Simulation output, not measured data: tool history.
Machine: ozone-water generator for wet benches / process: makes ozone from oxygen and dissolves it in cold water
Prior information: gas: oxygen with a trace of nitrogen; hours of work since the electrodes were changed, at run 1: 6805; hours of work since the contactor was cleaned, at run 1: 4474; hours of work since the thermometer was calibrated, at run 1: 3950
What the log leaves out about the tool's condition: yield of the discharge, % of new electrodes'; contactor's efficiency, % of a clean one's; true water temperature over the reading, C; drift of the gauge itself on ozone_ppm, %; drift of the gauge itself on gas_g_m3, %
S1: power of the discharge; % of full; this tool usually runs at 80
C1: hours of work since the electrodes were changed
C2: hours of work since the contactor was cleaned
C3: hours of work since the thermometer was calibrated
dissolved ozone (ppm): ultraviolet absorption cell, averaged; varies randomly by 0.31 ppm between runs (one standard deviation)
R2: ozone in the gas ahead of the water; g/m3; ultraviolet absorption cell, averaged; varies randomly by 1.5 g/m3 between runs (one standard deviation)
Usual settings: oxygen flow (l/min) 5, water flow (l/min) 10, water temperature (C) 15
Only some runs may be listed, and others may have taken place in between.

run 1 hour=0 | S1=80 oxygen_flow_(l/min)=5 water_flow_(l/min)=10 water_temperature_(C)=15 | C1=6805 C2=4474 C3=3950 | dissolved_ozone_(ppm)=41.4 R2=247
run 2 hour=71.8 | S1=80 oxygen_flow_(l/min)=5 water_flow_(l/min)=10 water_temperature_(C)=15 | C1=6876 C2=4545 C3=4021 | dissolved_ozone_(ppm)=41.3 R2=243.6
run 3 hour=183 | S1=80 oxygen_flow_(l/min)=5 water_flow_(l/min)=10 water_temperature_(C)=15 | C1=6986 C2=4655 C3=4131 | dissolved_ozone_(ppm)=41.7 R2=243.6
run 4 hour=261.8 | S1=80 oxygen_flow_(l/min)=5 water_flow_(l/min)=10 water_temperature_(C)=9 | C1=7064 C2=4733 C3=4209 | dissolved_ozone_(ppm)=45.9 R2=243
run 5 hour=372.9 | S1=80 oxygen_flow_(l/min)=5 water_flow_(l/min)=10 water_temperature_(C)=15 | C1=7174 C2=4843 C3=4319 | dissolved_ozone_(ppm)=41.1 R2=242.7
run 6 hour=509.8 | S1=80 oxygen_flow_(l/min)=5 water_flow_(l/min)=10 water_temperature_(C)=15 | C1=7309 C2=4979 C3=4454 | dissolved_ozone_(ppm)=40.8 R2=244.6
run 7 hour=674.9 | S1=80 oxygen_flow_(l/min)=5 water_flow_(l/min)=10 water_temperature_(C)=15 | C1=7473 C2=5142 C3=4618 | dissolved_ozone_(ppm)=40.1 R2=244.8
-- hour=688.7 contactor cleaned
run 8 hour=833 | S1=80 oxygen_flow_(l/min)=5 water_flow_(l/min)=10 water_temperature_(C)=15 | C1=7625 C2=143 C3=4770 | dissolved_ozone_(ppm)=39.8 R2=239.1
-- hour=960.6 contactor cleaned, once more
run 9 hour=994.3 | S1=80 oxygen_flow_(l/min)=3.02 water_flow_(l/min)=10 water_temperature_(C)=15 | C1=7781 C2=33 C3=4926 | dissolved_ozone_(ppm)=45.9 R2=328.7
-- hour=1006.2 water thermometer calibrated
run 10 hour=1144.6 | S1=80 oxygen_flow_(l/min)=5 water_flow_(l/min)=14 water_temperature_(C)=15 | C1=7929 C2=182 C3=137 | dissolved_ozone_(ppm)=34.9 R2=242.9
run 11 hour=1294.8 | S1=80 oxygen_flow_(l/min)=5 water_flow_(l/min)=14 water_temperature_(C)=15 | C1=8078 C2=330 C3=286 | dissolved_ozone_(ppm)=35.2 R2=241.2
run 12 hour=1456.6 | S1=62 oxygen_flow_(l/min)=5 water_flow_(l/min)=10 water_temperature_(C)=15 | C1=8238 C2=491 C3=446 | dissolved_ozone_(ppm)=36.3 R2=203.1
run 13 hour=1534.4 | S1=83 oxygen_flow_(l/min)=5 water_flow_(l/min)=10 water_temperature_(C)=15 | C1=8315 C2=568 C3=523 | dissolved_ozone_(ppm)=43.6 R2=248
run 14 hour=1691.8 | S1=83 oxygen_flow_(l/min)=5 water_flow_(l/min)=10 water_temperature_(C)=15 | C1=8471 C2=723 C3=679 | dissolved_ozone_(ppm)=43.3 R2=244.4
run 15 hour=1787.9 | S1=50 oxygen_flow_(l/min)=5 water_flow_(l/min)=12 water_temperature_(C)=15 | C1=8566 C2=819 C3=774 | dissolved_ozone_(ppm)=27.8 R2=176.2
run 16 hour=1880.6 | S1=50 oxygen_flow_(l/min)=5 water_flow_(l/min)=12 water_temperature_(C)=15 | C1=8658 C2=910 C3=866 | dissolved_ozone_(ppm)=27.7 R2=175.4
run 17 hour=1983.9 | S1=50 oxygen_flow_(l/min)=5 water_flow_(l/min)=12 water_temperature_(C)=15 | C1=8760 C2=1013 C3=968 | dissolved_ozone_(ppm)=27.6 R2=174.1
run 18 hour=2133 | S1=63 oxygen_flow_(l/min)=4.68 water_flow_(l/min)=11 water_temperature_(C)=15 | C1=8908 C2=1160 C3=1116 | dissolved_ozone_(ppm)=33.9 R2=213.9
run 19 hour=2299.4 | S1=58 oxygen_flow_(l/min)=4.68 water_flow_(l/min)=11 water_temperature_(C)=15 | C1=9073 C2=1325 C3=1280 | dissolved_ozone_(ppm)=32.4 R2=202.4
run 20 hour=2380.3 | S1=58 oxygen_flow_(l/min)=4.68 water_flow_(l/min)=11 water_temperature_(C)=15 | C1=9153 C2=1405 C3=1360 | dissolved_ozone_(ppm)=32 R2=199.4
run 21 hour=2549.1 | S1=57 oxygen_flow_(l/min)=4.7 water_flow_(l/min)=6 water_temperature_(C)=13 | C1=9320 C2=1572 C3=1527 | dissolved_ozone_(ppm)=44.9 R2=197.2
run 22 hour=2718.8 | S1=98 oxygen_flow_(l/min)=5 water_flow_(l/min)=10 water_temperature_(C)=12 | C1=9488 C2=1740 C3=1696 | dissolved_ozone_(ppm)=49.8 R2=269.2
run 23 hour=2888.4 | S1=62 oxygen_flow_(l/min)=5 water_flow_(l/min)=10 water_temperature_(C)=15 | C1=9656 C2=1908 C3=1863 | dissolved_ozone_(ppm)=34.2 R2=200.2
run 24 hour=3017.3 | S1=42 oxygen_flow_(l/min)=6.55 water_flow_(l/min)=11 water_temperature_(C)=7 | C1=9783 C2=2036 C3=1991 | dissolved_ozone_(ppm)=28.5 R2=131.8
run 25 hour=3108.3 | S1=86 oxygen_flow_(l/min)=4.01 water_flow_(l/min)=10 water_temperature_(C)=15 | C1=9874 C2=2126 C3=2081 | dissolved_ozone_(ppm)=44.1 R2=280.7

Here are 5 independent what-if runs from the current tool condition. What would each one return?
run A hour=3214.4 | S1=59 oxygen_flow_(l/min)=5 water_flow_(l/min)=10 water_temperature_(C)=9 | C1=9979 C2=2231 C3=2186 | dissolved_ozone_(ppm)=? R2=?
run B hour=3214.4 | S1=77 oxygen_flow_(l/min)=4.75 water_flow_(l/min)=10 water_temperature_(C)=15 | C1=9979 C2=2231 C3=2186 | dissolved_ozone_(ppm)=? R2=?
run C hour=3214.4 | S1=89 oxygen_flow_(l/min)=2.67 water_flow_(l/min)=9 water_temperature_(C)=15 | C1=9979 C2=2231 C3=2186 | dissolved_ozone_(ppm)=? R2=?
run D hour=3214.4 | S1=65 oxygen_flow_(l/min)=5 water_flow_(l/min)=10 water_temperature_(C)=15 | C1=9979 C2=2231 C3=2186 | dissolved_ozone_(ppm)=? R2=?
run E hour=3214.4 | S1=86 oxygen_flow_(l/min)=6.55 water_flow_(l/min)=10 water_temperature_(C)=15 | C1=9979 C2=2231 C3=2186 | dissolved_ozone_(ppm)=? R2=?

run=A dissolved_ozone_(ppm)=37.3 R2=191.9
run=B dissolved_ozone_(ppm)=40.2 R2=237.7
run=C dissolved_ozone_(ppm)=49.9 R2=365
run=D dissolved_ozone_(ppm)=35.5 R2=204
run=E dissolved_ozone_(ppm)=39.8 R2=210.4
Had the tool no hidden state, the same runs would have come out as:
run=A dissolved_ozone_(ppm)=43.5 R2=219.5
run=B dissolved_ozone_(ppm)=48.3 R2=279.4
run=C dissolved_ozone_(ppm)=60.8 R2=435.8
run=D dissolved_ozone_(ppm)=41.8 R2=235.7
run=E dissolved_ozone_(ppm)=48.4 R2=250.1
